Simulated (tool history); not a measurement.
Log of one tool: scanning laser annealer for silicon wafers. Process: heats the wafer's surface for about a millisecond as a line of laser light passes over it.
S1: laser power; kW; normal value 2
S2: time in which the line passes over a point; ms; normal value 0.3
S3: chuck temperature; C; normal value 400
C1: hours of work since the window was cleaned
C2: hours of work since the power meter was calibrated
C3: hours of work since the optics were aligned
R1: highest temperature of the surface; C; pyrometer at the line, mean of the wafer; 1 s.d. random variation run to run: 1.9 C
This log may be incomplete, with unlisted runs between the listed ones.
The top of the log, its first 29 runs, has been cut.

run,hour,S1,S2,S3,C1,C2,C3,R1
30,946.2,1.722,0.227,418,81,609,182,1011
31,992.1,1.733,0.213,372,109,637,210,952
32,1029.6,1.733,0.213,372,132,659,233,948
33,1075.8,1.733,0.213,372,160,688,261,946
34,1097.5,1.733,0.213,372,173,701,274,945
35,1141.1,1.733,0.213,372,200,727,301,943
36,1178.2,1.706,0.225,400,222,750,323,979
37,1203.2,1.868,0.225,393,237,765,338,1027
38,1237.3,1.868,0.225,393,258,786,359,1030
39,1282.9,1.814,0.269,409,286,814,387,1072

Predict each of these 4 candidate next runs independently; none follows another, all start after run 39:
A,1303.3,1.814,0.359,428,298,826,399,?
B,1303.3,1.817,0.3,405,298,826,399,?
C,1303.3,1.821,0.213,368,298,826,399,?
D,1303.3,1.814,0.269,380,298,826,399,?

run,R1
A,1193
B,1109
C,967
D,1046
Take away the tool's hidden state, keep each run's random variation, and the runs would have read:
run,R1
A,1222
B,1136
C,990
D,1072

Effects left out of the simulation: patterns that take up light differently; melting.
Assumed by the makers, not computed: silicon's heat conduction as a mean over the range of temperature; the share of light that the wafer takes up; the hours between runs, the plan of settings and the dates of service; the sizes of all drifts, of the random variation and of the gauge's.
